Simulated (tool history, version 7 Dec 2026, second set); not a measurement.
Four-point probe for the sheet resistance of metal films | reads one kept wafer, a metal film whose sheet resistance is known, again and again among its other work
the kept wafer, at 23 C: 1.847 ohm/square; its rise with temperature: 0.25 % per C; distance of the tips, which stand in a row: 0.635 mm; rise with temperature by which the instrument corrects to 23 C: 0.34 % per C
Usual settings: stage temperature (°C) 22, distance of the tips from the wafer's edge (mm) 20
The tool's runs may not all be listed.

run	day	stage temperature (°C)	distance of the tips from the wafer's edge (mm)	sheet resistance as the instrument gives it (ohm/square)
1	0.000	22	20	1.849645
2	1.571	26	20	1.843565
3	2.529	22	20	1.849889
4	3.667	22	20	1.850328
5	4.712	22	20	1.849959
6	6.167	22	20	1.849448
# day 6.375: stage's thermometer calibrated
7	7.438	22	20	1.850445
8	9.058	21	20	1.851828
9	11.038	21	20	1.852851
10	11.912	21	20	1.852588
11	12.804	30	4	1.861461
12	14.204	26	48	1.843557
13	15.458	26	48	1.843185
14	17.179	21	24	1.852388
# day 18.425: stage's thermometer calibrated, once more
15	18.425	20	70	1.852613
16	19.779	26	14	1.844520
17	21.142	30	35	1.836097

Forecast each of these 3 alternatives for the next run:
A	22.742	20	34	?
B	22.742	18	3	?
C	22.742	27	73	?

run	sheet resistance as the instrument gives it (ohm/square)
A	1.853328
B	1.899763
C	1.840952
Without the tool's hidden state the same runs would have given:
run	sheet resistance as the instrument gives it (ohm/square)
A	1.852588
B	1.899006
C	1.840217

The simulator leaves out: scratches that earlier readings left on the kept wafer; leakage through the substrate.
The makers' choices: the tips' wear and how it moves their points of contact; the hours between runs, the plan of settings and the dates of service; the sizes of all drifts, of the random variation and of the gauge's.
